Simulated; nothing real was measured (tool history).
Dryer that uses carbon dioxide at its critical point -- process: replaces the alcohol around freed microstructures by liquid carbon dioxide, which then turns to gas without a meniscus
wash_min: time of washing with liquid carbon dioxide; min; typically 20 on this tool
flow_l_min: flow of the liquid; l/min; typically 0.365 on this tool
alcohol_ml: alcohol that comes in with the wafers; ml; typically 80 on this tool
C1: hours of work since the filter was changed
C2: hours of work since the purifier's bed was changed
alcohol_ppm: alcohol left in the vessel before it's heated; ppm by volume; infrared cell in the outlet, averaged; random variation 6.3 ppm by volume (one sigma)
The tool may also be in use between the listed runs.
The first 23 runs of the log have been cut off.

run 24 hour=1057.9 | wash_min=27 flow_l_min=0.514 alcohol_ml=107 | C1=216 C2=285 | alcohol_ppm=101
run 25 hour=1083.1 | wash_min=27 flow_l_min=0.514 alcohol_ml=107 | C1=233 C2=301 | alcohol_ppm=103
run 26 hour=1136.7 | wash_min=27 flow_l_min=0.514 alcohol_ml=107 | C1=268 C2=336 | alcohol_ppm=113
run 27 hour=1177.8 | wash_min=19 flow_l_min=0.514 alcohol_ml=77 | C1=295 C2=363 | alcohol_ppm=185
run 28 hour=1223.1 | wash_min=14 flow_l_min=0.514 alcohol_ml=77 | C1=324 C2=393 | alcohol_ppm=548
run 29 hour=1262.2 | wash_min=14 flow_l_min=0.514 alcohol_ml=77 | C1=350 C2=418 | alcohol_ppm=598
-- hour=1278 inlet filter changed
run 30 hour=1310 | wash_min=29 flow_l_min=0.474 alcohol_ml=84 | C1=21 C2=449 | alcohol_ppm=161
run 31 hour=1338.7 | wash_min=29 flow_l_min=0.474 alcohol_ml=84 | C1=40 C2=468 | alcohol_ppm=152
run 32 hour=1389.6 | wash_min=31 flow_l_min=0.365 alcohol_ml=80 | C1=73 C2=501 | alcohol_ppm=181
run 33 hour=1427.5 | wash_min=14 flow_l_min=0.543 alcohol_ml=21 | C1=98 C2=525 | alcohol_ppm=244
run 34 hour=1477.7 | wash_min=14 flow_l_min=0.543 alcohol_ml=21 | C1=130 C2=558 | alcohol_ppm=247
run 35 hour=1509.9 | wash_min=14 flow_l_min=0.365 alcohol_ml=25 | C1=151 C2=579 | alcohol_ppm=717

Branching from run 35: 5 alternative next runs. What would each branch give?
run A hour=1571.4 | wash_min=14 flow_l_min=0.229 alcohol_ml=83 | C1=191 C2=619 | alcohol_ppm=?
run B hour=1571.4 | wash_min=20 flow_l_min=0.555 alcohol_ml=119 | C1=191 C2=619 | alcohol_ppm=?
run C hour=1571.4 | wash_min=13 flow_l_min=0.365 alcohol_ml=98 | C1=191 C2=619 | alcohol_ppm=?
run D hour=1571.4 | wash_min=19 flow_l_min=0.27 alcohol_ml=25 | C1=191 C2=619 | alcohol_ppm=?
run E hour=1571.4 | wash_min=23 flow_l_min=0.424 alcohol_ml=25 | C1=191 C2=619 | alcohol_ppm=?

run=A alcohol_ppm=8106
run=B alcohol_ppm=232
run=C alcohol_ppm=3075
run=D alcohol_ppm=761
run=E alcohol_ppm=218
Stripped of hidden state, with their random variation kept, the same runs would have yielded:
run=A alcohol_ppm=6937
run=B alcohol_ppm=27
run=C alcohol_ppm=2369
run=D alcohol_ppm=457
run=E alcohol_ppm=15

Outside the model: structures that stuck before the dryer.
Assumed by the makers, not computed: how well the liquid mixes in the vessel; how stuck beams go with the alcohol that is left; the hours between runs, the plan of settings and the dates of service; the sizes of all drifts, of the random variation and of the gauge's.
